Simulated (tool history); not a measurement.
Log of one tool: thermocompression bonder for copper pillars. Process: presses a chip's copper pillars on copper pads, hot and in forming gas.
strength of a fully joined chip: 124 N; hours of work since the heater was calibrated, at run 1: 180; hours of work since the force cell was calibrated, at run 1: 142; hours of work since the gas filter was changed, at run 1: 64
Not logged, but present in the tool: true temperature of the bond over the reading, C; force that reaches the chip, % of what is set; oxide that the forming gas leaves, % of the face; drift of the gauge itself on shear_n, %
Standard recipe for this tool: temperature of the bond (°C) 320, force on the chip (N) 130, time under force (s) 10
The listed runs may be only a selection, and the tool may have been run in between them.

run   hour  temperature of the bond (°C)  force on the chip (N)  time under force (s)  hours of work since the heater was calibrated  hours of work since the force cell was calibrated  hours of work since the gas filter was changed  force that shears a chip off (N)
  1      0                           320                    130                    10                                            180                                                142                                              64                              81.7
  2      6                           320                    130                    10                                            182                                                145                                              67                              82.7
  3   17.8                           320                    130                    10                                            187                                                150                                              71                              82.3
  4   27.5                           320                    130                     9                                            191                                                154                                              75                                81
  5   41.2                           320                    130                     9                                            197                                                159                                              81                              80.9
  6   54.2                           320                    130                     9                                            202                                                165                                              87                              81.2
  7   64.7                           320                    130                     9                                            207                                                169                                              91                              80.6
  8   76.7                           320                    130                     9                                            211                                                174                                              96                              81.3
  9   88.6                           320                    130                     9                                            216                                                179                                             101                              80.7
 10     98                           320                    130                     9                                            220                                                183                                             105                              79.9
 11  106.7                           320                    130                     9                                            224                                                187                                             108                              80.4
 12  119.2                           320                    130                    10                                            229                                                192                                             113                              82.1
     122.3  -- heater calibrated with a thermocouple chip
 13  128.3                           320                    130                    10                                              2                                                195                                             116                              84.1
 14  140.6                           320                    130                    10                                              8                                                200                                             121                              82.8
 15  153.9                           307                     90                     8                                             13                                                205                                             127                              52.5
 16  161.9                           327                    107                     5                                             16                                                209                                             130                              60.6
     170.6  -- heater calibrated with a thermocouple chip, once more
 17  177.6                           327                    107                     5                                              3                                                214                                             136                              60.4
 18  183.9                           327                    107                     5                                              5                                                217                                             138                                59
 19  196.1                           292                    130                    28                                             11                                                222                                             144                              85.5
 20  209.8                           292                    130                    28                                             16                                                227                                             149                              83.8
 21  221.9                           334                    142                    14                                             21                                                232                                             154                              96.8
 22  229.2                           319                    142                    14                                             24                                                236                                             157                              90.9
 23  242.7                           319                    142                    14                                             30                                                241                                             163                              91.9
 24  248.4                           309                    130                    10                                             32                                                243                                             165                              74.2
 25  256.9                           314                     96                    10                                             36                                                247                                             169                              61.5
 26  265.4                           337                    109                    22                                             39                                                250                                             172                              96.3
 27  272.5                           315                    167                     9                                             42                                                253                                             175                              85.6

Predict each of these 3 candidate next runs independently; none follows another, all start after run 27:
  A  285.6                           319                     79                    30                                             48                                                259                                             181                                 ?
  B  285.6                           315                     99                     9                                             48                                                259                                             181                                 ?
  C  285.6                           307                    130                    10                                             48                                                259                                             181                                 ?

run  force that shears a chip off (N)
  A                              78.4
  B                              62.2
  C                              72.2
Take away the tool's hidden state, keep each run's random variation, and the runs would have read:
run  force that shears a chip off (N)
  A                              80.5
  B                              63.5
  C                                74

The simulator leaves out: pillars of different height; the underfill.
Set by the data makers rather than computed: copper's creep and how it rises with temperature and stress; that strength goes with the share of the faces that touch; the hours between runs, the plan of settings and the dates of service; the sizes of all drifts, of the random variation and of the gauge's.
